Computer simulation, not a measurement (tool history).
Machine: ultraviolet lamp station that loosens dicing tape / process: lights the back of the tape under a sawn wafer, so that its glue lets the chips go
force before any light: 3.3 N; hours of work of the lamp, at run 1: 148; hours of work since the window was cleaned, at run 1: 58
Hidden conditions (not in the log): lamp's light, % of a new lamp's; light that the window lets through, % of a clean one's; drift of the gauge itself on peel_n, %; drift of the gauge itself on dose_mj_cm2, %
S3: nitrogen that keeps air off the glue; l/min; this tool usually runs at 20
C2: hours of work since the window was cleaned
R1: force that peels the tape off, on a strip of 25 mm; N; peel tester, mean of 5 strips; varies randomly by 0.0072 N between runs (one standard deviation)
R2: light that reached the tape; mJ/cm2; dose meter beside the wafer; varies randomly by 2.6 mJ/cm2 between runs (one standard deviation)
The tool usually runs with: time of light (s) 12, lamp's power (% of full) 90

Run 1, hour 0.0: usual settings; hours of work of the lamp 148; C2 58. Result: R1 0.276 N, R2 293 mJ/cm2.
Run 2, hour 39.8: usual settings; hours of work of the lamp 173; C2 83. Result: R1 0.309 N, R2 287 mJ/cm2.
Run 3, hour 62.8: usual settings; hours of work of the lamp 187; C2 97. Result: R1 0.308 N, R2 285 mJ/cm2.
Run 4, hour 107.9: usual settings; hours of work of the lamp 215; C2 125. Result: R1 0.310 N, R2 278 mJ/cm2.
Run 5, hour 151.3: usual settings; hours of work of the lamp 241; C2 151. Result: R1 0.330 N, R2 273 mJ/cm2.
Run 6, hour 181.2: usual settings but S3 13 l/min; hours of work of the lamp 260; C2 170. Result: R1 0.403 N, R2 270 mJ/cm2.
Run 7, hour 211.2: usual settings but lamp's power (% of full) 63, S3 39 l/min; hours of work of the lamp 278; C2 188. Result: R1 0.458 N, R2 186 mJ/cm2.
Run 8, hour 234.5: usual settings but lamp's power (% of full) 63, S3 39 l/min; hours of work of the lamp 293; C2 203. Result: R1 0.453 N, R2 181 mJ/cm2.
Run 9, hour 276.9: usual settings but time of light (s) 16, lamp's power (% of full) 85, S3 12 l/min; hours of work of the lamp 319; C2 229. Result: R1 0.327 N, R2 325 mJ/cm2.
Run 10, hour 312.0: usual settings but time of light (s) 16, lamp's power (% of full) 85, S3 12 l/min; hours of work of the lamp 341; C2 250. Result: R1 0.321 N, R2 315 mJ/cm2.

Below are 4 alternative next runs, each starting from the tool's condition after run 10. Predict each:
Run A, hour 357.1: usual settings but time of light (s) 16, lamp's power (% of full) 63, S3 13 l/min; hours of work of the lamp 368; C2 278. Result: R1 ?, R2 ?.
Run B, hour 357.1: usual settings but time of light (s) 11, lamp's power (% of full) 92, S3 12 l/min; hours of work of the lamp 368; C2 278. Result: R1 ?, R2 ?.
Run C, hour 357.1: usual settings but time of light (s) 8, lamp's power (% of full) 83, S3 12 l/min; hours of work of the lamp 368; C2 278. Result: R1 ?, R2 ?.
Run D, hour 357.1: usual settings but time of light (s) 21, lamp's power (% of full) 62, S3 22 l/min; hours of work of the lamp 368; C2 278. Result: R1 ?, R2 ?.

run     R1   R2
  A  0.503  232
  B  0.514  233
  C  0.891  150
  D  0.275  300
What these runs would have given with no unlogged condition in the tool:
run     R1   R2
  A  0.333  307
  B  0.338  307
  C  0.624  199
  D  0.204  396
